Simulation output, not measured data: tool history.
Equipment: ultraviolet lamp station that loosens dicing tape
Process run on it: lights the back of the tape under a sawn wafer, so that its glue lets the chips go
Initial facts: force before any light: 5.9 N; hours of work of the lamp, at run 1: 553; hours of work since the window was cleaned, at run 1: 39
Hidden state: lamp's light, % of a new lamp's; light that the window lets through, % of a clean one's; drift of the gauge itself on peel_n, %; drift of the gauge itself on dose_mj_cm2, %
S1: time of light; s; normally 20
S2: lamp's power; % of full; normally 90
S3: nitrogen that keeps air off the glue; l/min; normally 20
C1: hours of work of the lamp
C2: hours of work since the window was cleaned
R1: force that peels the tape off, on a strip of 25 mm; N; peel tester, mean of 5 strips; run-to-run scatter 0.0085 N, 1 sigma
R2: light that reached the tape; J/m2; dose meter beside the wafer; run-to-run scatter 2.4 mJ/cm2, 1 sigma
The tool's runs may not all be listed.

run 1 hour=0.0 | S1=20 S2=90 S3=20 | C1=553 C2=39 | R1=0.428 R2=2320
run 2 hour=50.3 | S1=20 S2=90 S3=37 | C1=586 C2=72 | R1=0.326 R2=2290
run 3 hour=94.5 | S1=20 S2=90 S3=12 | C1=615 C2=101 | R1=0.631 R2=2210
run 4 hour=143.4 | S1=20 S2=90 S3=12 | C1=647 C2=133 | R1=0.645 R2=2230
run 5 hour=170.8 | S1=20 S2=65 S3=20 | C1=665 C2=151 | R1=0.784 R2=1570
run 6 hour=202.1 | S1=20 S2=65 S3=20 | C1=685 C2=171 | R1=0.842 R2=1570
run 7 hour=249.4 | S1=20 S2=65 S3=20 | C1=717 C2=203 | R1=0.895 R2=1530
run 8 hour=288.9 | S1=20 S2=65 S3=20 | C1=742 C2=229 | R1=0.909 R2=1480
run 9 hour=345.0 | S1=20 S2=65 S3=20 | C1=779 C2=265 | R1=0.957 R2=1480
run 10 hour=390.4 | S1=11 S2=65 S3=20 | C1=809 C2=295 | R1=2.121 R2=780
run 11 hour=441.2 | S1=20 S2=90 S3=20 | C1=842 C2=329 | R1=0.547 R2=1950
run 12 hour=482.2 | S1=20 S2=68 S3=20 | C1=869 C2=355 | R1=0.935 R2=1430
run 13 hour=506.5 | S1=20 S2=90 S3=20 | C1=885 C2=371 | R1=0.584 R2=1930
run 14 hour=547.3 | S1=20 S2=90 S3=20 | C1=912 C2=398 | R1=0.610 R2=1860
run 15 hour=583.7 | S1=20 S2=90 S3=20 | C1=936 C2=422 | R1=0.621 R2=1820
-- hour=599.4 window cleaned of glue's vapour
run 16 hour=624.7 | S1=20 S2=90 S3=20 | C1=963 C2=17 | R1=0.478 R2=2170
run 17 hour=683.1 | S1=20 S2=90 S3=20 | C1=1001 C2=55 | R1=0.485 R2=2070
run 18 hour=734.4 | S1=20 S2=90 S3=20 | C1=1035 C2=89 | R1=0.505 R2=2060
run 19 hour=766.4 | S1=20 S2=90 S3=31 | C1=1056 C2=110 | R1=0.395 R2=2060
run 20 hour=809.0 | S1=20 S2=90 S3=20 | C1=1084 C2=138 | R1=0.533 R2=2000
run 21 hour=848.7 | S1=20 S2=90 S3=20 | C1=1110 C2=164 | R1=0.530 R2=2030
run 22 hour=893.3 | S1=26 S2=64 S3=13 | C1=1139 C2=193 | R1=0.871 R2=1810
run 23 hour=922.2 | S1=20 S2=75 S3=11 | C1=1158 C2=212 | R1=1.160 R2=1610
run 24 hour=946.2 | S1=10 S2=81 S3=20 | C1=1174 C2=228 | R1=1.908 R2=870
run 25 hour=991.7 | S1=14 S2=81 S3=12 | C1=1204 C2=258 | R1=1.678 R2=1180
run 26 hour=1035.3 | S1=14 S2=81 S3=12 | C1=1232 C2=286 | R1=1.671 R2=1150
run 27 hour=1072.1 | S1=18 S2=100 S3=27 | C1=1256 C2=310 | R1=0.529 R2=1810
run 28 hour=1119.0 | S1=27 S2=100 S3=27 | C1=1287 C2=341 | R1=0.299 R2=2650
run 29 hour=1171.8 | S1=27 S2=100 S3=27 | C1=1322 C2=376 | R1=0.303 R2=2550
run 30 hour=1195.3 | S1=20 S2=90 S3=8 | C1=1337 C2=391 | R1=1.300 R2=1680
run 31 hour=1251.9 | S1=38 S2=90 S3=14 | C1=1375 C2=429 | R1=0.318 R2=3140
-- hour=1257.2 window cleaned of glue's vapour
run 32 hour=1279.7 | S1=36 S2=62 S3=26 | C1=1392 C2=15 | R1=0.320 R2=2460
run 33 hour=1307.8 | S1=20 S2=73 S3=15 | C1=1411 C2=33 | R1=0.945 R2=1610
run 34 hour=1365.2 | S1=20 S2=73 S3=15 | C1=1449 C2=71 | R1=0.976 R2=1550
run 35 hour=1403.5 | S1=20 S2=90 S3=32 | C1=1474 C2=96 | R1=0.437 R2=1890
run 36 hour=1435.1 | S1=20 S2=90 S3=32 | C1=1495 C2=117 | R1=0.458 R2=1860
run 37 hour=1488.0 | S1=10 S2=90 S3=21 | C1=1529 C2=152 | R1=1.745 R2=910
run 38 hour=1512.4 | S1=29 S2=68 S3=33 | C1=1545 C2=168 | R1=0.410 R2=1980
run 39 hour=1554.3 | S1=29 S2=68 S3=33 | C1=1573 C2=195 | R1=0.434 R2=1930

Below are 5 alternative next runs, each starting from the tool's condition after run 39. Predict each:
run A hour=1589.6 | S1=17 S2=96 S3=6 | C1=1596 C2=218 | R1=? R2=?
run B hour=1589.6 | S1=16 S2=90 S3=20 | C1=1596 C2=218 | R1=? R2=?
run C hour=1589.6 | S1=22 S2=97 S3=11 | C1=1596 C2=218 | R1=? R2=?
run D hour=1589.6 | S1=13 S2=90 S3=20 | C1=1596 C2=218 | R1=? R2=?
run E hour=1589.6 | S1=19 S2=90 S3=7 | C1=1596 C2=218 | R1=? R2=?

run=A R1=1.693 R2=1580
run=B R1=1.006 R2=1400
run=C R1=0.776 R2=2060
run=D R1=1.305 R2=1140
run=E R1=1.437 R2=1630
Without the tool's unlogged condition, the same runs would have read:
run=A R1=0.941 R2=2400
run=B R1=0.500 R2=2130
run=C R1=0.381 R2=3120
run=D R1=0.679 R2=1720
run=E R1=0.768 R2=2490

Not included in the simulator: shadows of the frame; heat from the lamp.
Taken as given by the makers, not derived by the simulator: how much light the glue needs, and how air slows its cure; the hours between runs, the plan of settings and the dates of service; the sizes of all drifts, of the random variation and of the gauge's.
